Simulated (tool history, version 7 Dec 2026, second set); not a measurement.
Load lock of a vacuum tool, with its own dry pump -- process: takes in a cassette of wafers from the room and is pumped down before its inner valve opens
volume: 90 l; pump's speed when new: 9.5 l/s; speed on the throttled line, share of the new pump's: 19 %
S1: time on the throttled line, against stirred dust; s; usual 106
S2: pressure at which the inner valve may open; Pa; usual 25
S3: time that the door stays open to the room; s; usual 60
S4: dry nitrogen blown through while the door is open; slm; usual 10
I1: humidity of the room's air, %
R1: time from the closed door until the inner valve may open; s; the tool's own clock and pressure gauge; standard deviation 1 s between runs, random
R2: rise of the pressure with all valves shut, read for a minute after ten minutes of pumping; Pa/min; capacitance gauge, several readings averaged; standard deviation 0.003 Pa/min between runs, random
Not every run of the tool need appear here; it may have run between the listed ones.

Run 1, day 0: usual settings; I1 47.6. Result: R1 172.1 s, R2 0.328 Pa/min.
Run 2, day 9.275: usual settings but S4 5 slm; I1 43.9. Result: R1 175.1 s, R2 0.334 Pa/min.
Run 3, day 23.575: usual settings but S4 5 slm; I1 42.3. Result: R1 175 s, R2 0.352 Pa/min.
Run 4, day 37.346: usual settings; I1 43.3. Result: R1 175.6 s, R2 0.361 Pa/min.
Run 5, day 48.288: usual settings; I1 48.8. Result: R1 176.5 s, R2 0.389 Pa/min.
Run 6, day 55.35: usual settings; I1 43.2. Result: R1 175.6 s, R2 0.392 Pa/min.
Run 7, day 67.333: usual settings; I1 42.9. Result: R1 175.4 s, R2 0.394 Pa/min.
Run 8, day 74.138: usual settings but S4 5 slm; I1 42.9. Result: R1 176.7 s, R2 0.403 Pa/min.
Run 9, day 83.525: usual settings but S4 5 slm; I1 43.9. Result: R1 176.4 s, R2 0.415 Pa/min.
Run 10, day 92.946: usual settings but S4 5 slm; I1 43.2. Result: R1 176.7 s, R2 0.426 Pa/min.
At day 97.458: door's seal changed, seat wiped.
Run 11, day 100.492: usual settings but S4 5 slm; I1 46.7. Result: R1 175.8 s, R2 0.043 Pa/min.
Run 12, day 106.921: usual settings but S4 5 slm; I1 44. Result: R1 177.8 s, R2 0.042 Pa/min.
Run 13, day 121.146: usual settings but S1 60 s; I1 42.4. Result: R1 141.6 s, R2 0.043 Pa/min.
Run 14, day 135.542: usual settings but S4 26 slm; I1 44.6. Result: R1 177.5 s, R2 0.039 Pa/min.
Run 15, day 149.292: usual settings; I1 45.3. Result: R1 177.4 s, R2 0.047 Pa/min.
Run 16, day 158.521: usual settings but S1 78 s; I1 43. Result: R1 154.4 s, R2 0.047 Pa/min.
Run 17, day 171.025: usual settings but S1 78 s, S2 24 Pa; I1 45.6. Result: R1 154.1 s, R2 0.052 Pa/min.
Run 18, day 179.112: usual settings but S3 27 s; I1 45.8. Result: R1 180.9 s, R2 0.039 Pa/min.
Run 19, day 188.4: usual settings but S3 27 s; I1 45.1. Result: R1 178.8 s, R2 0.043 Pa/min.
Run 20, day 200.629: usual settings but S3 54 s; I1 43. Result: R1 178.6 s, R2 0.061 Pa/min.
Run 21, day 213.104: usual settings but S3 54 s; I1 41.9. Result: R1 180.9 s, R2 0.064 Pa/min.
Run 22, day 226.096: usual settings but S3 54 s; I1 46. Result: R1 179.2 s, R2 0.068 Pa/min.
Run 23, day 233.696: usual settings but S3 54 s; I1 42.3. Result: R1 180.8 s, R2 0.075 Pa/min.
Run 24, day 244.175: usual settings but S2 38 Pa, S3 201 s; I1 44.7. Result: R1 174.7 s, R2 0.118 Pa/min.
Run 25, day 258.238: usual settings but S3 231 s; I1 48.1. Result: R1 179.5 s, R2 0.133 Pa/min.
Run 26, day 272.625: usual settings but S1 183 s, S3 231 s; I1 40.8. Result: R1 240.8 s, R2 0.13 Pa/min.
Run 27, day 284.079: usual settings but S1 183 s, S3 231 s; I1 43.3. Result: R1 240.8 s, R2 0.139 Pa/min.
Run 28, day 292.704: usual settings but S1 207 s, S3 231 s, S4 29 slm; I1 43. Result: R1 257.1 s, R2 0.115 Pa/min.
Run 29, day 307.029: usual settings but S1 207 s, S3 231 s, S4 29 slm; I1 44.6. Result: R1 260.7 s, R2 0.124 Pa/min.
Run 30, day 316.496: usual settings but S1 207 s, S3 231 s, S4 29 slm; I1 43.2. Result: R1 258.5 s, R2 0.131 Pa/min.
Run 31, day 323.862: usual settings but S2 20 Pa, S3 149 s; I1 47.6. Result: R1 185.1 s, R2 0.148 Pa/min.
Run 32, day 337.392: usual settings but S2 29 Pa, S3 190 s, S4 34 slm; I1 47.6. Result: R1 178.2 s, R2 0.138 Pa/min.

Some steps in R1 between neighbouring runs. How much of each would the tool show without its hidden state too (settings, what came in, random variation), and how much is left for the hidden state, with any gauge scatter that isn't in both results?
Hidden state at play: pump's speed, % of a new pump's; leak at the door's seal, Pa l/s; drift of the gauge itself on ready_s, %; drift of the gauge itself on rise_pa_min, %.
Run 12 -> 13: S1 106 -> 60, S4 5 -> 10. R1 -36.2 s: hidden state +1.9, all else -38.1.
Run 25 -> 26: S1 106 -> 183. R1 +61.3 s: hidden state -3.4, all else +64.7.
Run 30 -> 31: S1 207 -> 106, S2 25 -> 20, S3 231 -> 149, S4 29 -> 10. R1 -73.4 s: hidden state +6.5, all else -79.9.
